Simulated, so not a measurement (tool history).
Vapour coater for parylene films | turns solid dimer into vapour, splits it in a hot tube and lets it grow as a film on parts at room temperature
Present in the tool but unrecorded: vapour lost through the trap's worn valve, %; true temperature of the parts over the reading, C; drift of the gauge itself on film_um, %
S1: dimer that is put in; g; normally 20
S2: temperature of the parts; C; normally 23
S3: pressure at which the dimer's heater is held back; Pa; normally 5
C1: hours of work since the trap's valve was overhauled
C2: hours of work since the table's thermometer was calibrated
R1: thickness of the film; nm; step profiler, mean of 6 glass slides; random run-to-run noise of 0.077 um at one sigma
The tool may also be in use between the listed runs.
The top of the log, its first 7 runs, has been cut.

run 8 hour=99.6 | S1=20 S2=23 S3=5 | C1=123 C2=463 | R1=13740
run 9 hour=113.3 | S1=20 S2=23 S3=5 | C1=131 C2=471 | R1=13820
run 10 hour=127.9 | S1=20 S2=23 S3=5 | C1=140 C2=480 | R1=13640
run 11 hour=137.6 | S1=20 S2=23 S3=5 | C1=146 C2=486 | R1=13760
run 12 hour=147.4 | S1=20 S2=23 S3=5 | C1=152 C2=492 | R1=13890
run 13 hour=163.2 | S1=20 S2=23 S3=5 | C1=162 C2=502 | R1=13670
run 14 hour=175.4 | S1=20 S2=23 S3=5 | C1=169 C2=509 | R1=13600
run 15 hour=188.9 | S1=20 S2=23 S3=5 | C1=177 C2=517 | R1=13760
run 16 hour=206.3 | S1=13 S2=23 S3=5 | C1=188 C2=528 | R1=9010
run 17 hour=215.1 | S1=13 S2=23 S3=2.8 | C1=193 C2=533 | R1=10010
run 18 hour=231.1 | S1=20 S2=23 S3=2.73 | C1=203 C2=543 | R1=15500
run 19 hour=242.6 | S1=20 S2=23 S3=5 | C1=210 C2=550 | R1=13620
run 20 hour=259.4 | S1=20 S2=23 S3=2.13 | C1=220 C2=560 | R1=16340
run 21 hour=271.5 | S1=20 S2=23 S3=2.13 | C1=228 C2=568 | R1=16460
run 22 hour=286.4 | S1=20 S2=23 S3=3.72 | C1=237 C2=577 | R1=14590
run 23 hour=301.7 | S1=20 S2=23 S3=3.72 | C1=246 C2=586 | R1=14480
run 24 hour=309.9 | S1=20 S2=23 S3=3.72 | C1=251 C2=591 | R1=14420
run 25 hour=317.7 | S1=13 S2=23 S3=3.63 | C1=256 C2=596 | R1=9440

Run 26 is up next; what results do you expect?
run 26 hour=332 | S1=22 S2=23 S3=3.28 | C1=265 C2=605 | R1=?

Run 26 gave R1 16190 nm.
Had the tool carried no hidden state, the very same run would have given R1 16630 nm.
